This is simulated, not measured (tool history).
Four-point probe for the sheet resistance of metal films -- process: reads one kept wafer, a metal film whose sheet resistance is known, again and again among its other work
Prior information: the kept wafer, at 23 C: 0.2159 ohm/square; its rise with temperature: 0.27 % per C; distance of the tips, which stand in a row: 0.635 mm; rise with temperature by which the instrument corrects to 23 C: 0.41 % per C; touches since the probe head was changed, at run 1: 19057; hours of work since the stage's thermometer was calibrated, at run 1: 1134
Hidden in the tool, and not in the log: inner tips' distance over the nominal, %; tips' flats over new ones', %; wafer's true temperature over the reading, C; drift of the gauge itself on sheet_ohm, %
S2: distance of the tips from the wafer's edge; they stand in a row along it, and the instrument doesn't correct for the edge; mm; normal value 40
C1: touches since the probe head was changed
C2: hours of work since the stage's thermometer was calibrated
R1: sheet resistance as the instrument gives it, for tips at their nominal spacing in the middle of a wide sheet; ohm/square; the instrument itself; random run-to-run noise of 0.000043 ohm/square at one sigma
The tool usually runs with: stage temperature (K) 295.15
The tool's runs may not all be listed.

{"run": 1, "day": 0.0, "stage temperature (K)": 295.15, "S2": 40, "C1": 19057, "C2": 1134, "R1": 0.215921}
{"run": 2, "day": 2.117, "stage temperature (K)": 295.15, "S2": 40, "C1": 19948, "C2": 1158, "R1": 0.215946}
{"run": 3, "day": 4.117, "stage temperature (K)": 295.15, "S2": 40, "C1": 20792, "C2": 1180, "R1": 0.21597}
{"run": 4, "day": 7.071, "stage temperature (K)": 295.15, "S2": 40, "C1": 22037, "C2": 1214, "R1": 0.215951}
{"run": 5, "day": 10.133, "stage temperature (K)": 300.15, "S2": 40, "C1": 23326, "C2": 1249, "R1": 0.214385}
{"run": 6, "day": 13.175, "stage temperature (K)": 300.15, "S2": 40, "C1": 24608, "C2": 1284, "R1": 0.214357}
{"run": 7, "day": 16.271, "stage temperature (K)": 300.15, "S2": 40, "C1": 25912, "C2": 1319, "R1": 0.214362}
{"day": 16.442, "done": "stage's thermometer calibrated"}
{"run": 8, "day": 18.721, "stage temperature (K)": 300.15, "S2": 56, "C1": 26936, "C2": 26, "R1": 0.214418}
{"run": 9, "day": 20.638, "stage temperature (K)": 301.15, "S2": 11, "C1": 27743, "C2": 48, "R1": 0.214476}
{"run": 10, "day": 23.025, "stage temperature (K)": 301.15, "S2": 11, "C1": 28748, "C2": 75, "R1": 0.214513}
{"day": 23.888, "done": "stage's thermometer calibrated, once more"}
{"run": 11, "day": 25.033, "stage temperature (K)": 303.15, "S2": 3, "C1": 29586, "C2": 13, "R1": 0.218393}
{"run": 12, "day": 28.012, "stage temperature (K)": 300.15, "S2": 3, "C1": 30840, "C2": 47, "R1": 0.219254}
{"run": 13, "day": 31.058, "stage temperature (K)": 292.15, "S2": 40, "C1": 32124, "C2": 82, "R1": 0.216569}

Forecast run 14:
{"run": 14, "day": 32.912, "stage temperature (K)": 295.15, "S2": 55, "C1": 32905, "C2": 103, "R1": "?"}

Run 14 came out at R1 0.215720 ohm/square.
Without the tool's hidden state the same run would have given R1 0.216252 ohm/square.

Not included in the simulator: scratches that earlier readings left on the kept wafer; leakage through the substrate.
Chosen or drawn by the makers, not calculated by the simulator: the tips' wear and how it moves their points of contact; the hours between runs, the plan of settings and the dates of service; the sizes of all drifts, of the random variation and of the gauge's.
